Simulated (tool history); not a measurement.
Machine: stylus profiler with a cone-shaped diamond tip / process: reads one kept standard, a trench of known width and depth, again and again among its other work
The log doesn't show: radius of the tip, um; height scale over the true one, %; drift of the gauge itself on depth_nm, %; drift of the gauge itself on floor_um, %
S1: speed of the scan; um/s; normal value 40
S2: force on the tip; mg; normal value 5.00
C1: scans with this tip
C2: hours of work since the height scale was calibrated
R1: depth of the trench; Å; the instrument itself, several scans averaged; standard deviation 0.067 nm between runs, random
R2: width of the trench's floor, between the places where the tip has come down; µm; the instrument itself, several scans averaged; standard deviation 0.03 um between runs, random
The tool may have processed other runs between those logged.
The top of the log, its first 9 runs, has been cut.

run     day   S1     S2     C1   C2      R1     R2
 10  18.100   40   5.00  16114  123  2045.7  46.04
 11  19.825   40   5.00  16528  155  2045.6  45.96
 12  21.117   40   5.00  16839  179  2045.4  45.95
 13  22.500   40   5.00  17171  205  2045.2  45.94
 14  24.150   40   9.57  17568  236  2071.8  45.95
 15  26.429   21   5.00  18116  278  2046.1  45.98
 16  28.908   21   5.00  18712  325  2044.9  45.86
 17  31.358   21   5.00  19301  371  2045.5  45.88
 18  33.250   30   5.27  19756  406  2047.0  45.82
     34.462  -- new tip fitted, height scale calibrated
 19  35.533   62   1.74    258   20  2024.2  47.09
 20  37.679   62   1.74    773   60  2023.9  46.99
 21  39.392   15   7.20   1185   92  2059.0  47.11
 22  41.358   33   2.57   1659  129  2029.5  46.99
 23  43.700   33   2.57   2221  173  2029.9  46.96
 24  45.625   54   2.32   2684  209  2026.5  46.89
 25  47.092   40   4.71   3037  236  2044.3  46.86
 26  48.771   40   4.71   3441  267  2043.7  46.90
 27  51.238   97   5.53   4033  313  2049.1  46.73
 28  52.779   11  13.11   4404  342  2087.3  46.88
 29  55.354   34   2.42   5023  390  2026.9  46.73
 30  57.796   64   2.79   5611  436  2029.5  46.69
 31  60.096   33   6.73   6163  479  2054.2  46.66
 32  62.221   33   6.73   6674  519  2053.4  46.65
 33  64.567  126   6.81   7238  562  2054.5  46.46

Here are 4 independent what-if runs from the current tool condition. What would each one return?
  A  66.429  126   2.36  7686  597   ?   ?
  B  66.429   33   4.90  7686  597   ?   ?
  C  66.429  139   5.00  7686  597   ?   ?
  D  66.429   87  14.65  7686  597   ?   ?

run      R1     R2
  A  2024.7  46.39
  B  2042.7  46.59
  C  2044.0  46.37
  D  2093.3  46.58
What these runs would have given with no unlogged condition in the tool:
run      R1     R2
  A  2028.2  46.96
  B  2046.1  47.16
  C  2047.5  46.94
  D  2096.9  47.15

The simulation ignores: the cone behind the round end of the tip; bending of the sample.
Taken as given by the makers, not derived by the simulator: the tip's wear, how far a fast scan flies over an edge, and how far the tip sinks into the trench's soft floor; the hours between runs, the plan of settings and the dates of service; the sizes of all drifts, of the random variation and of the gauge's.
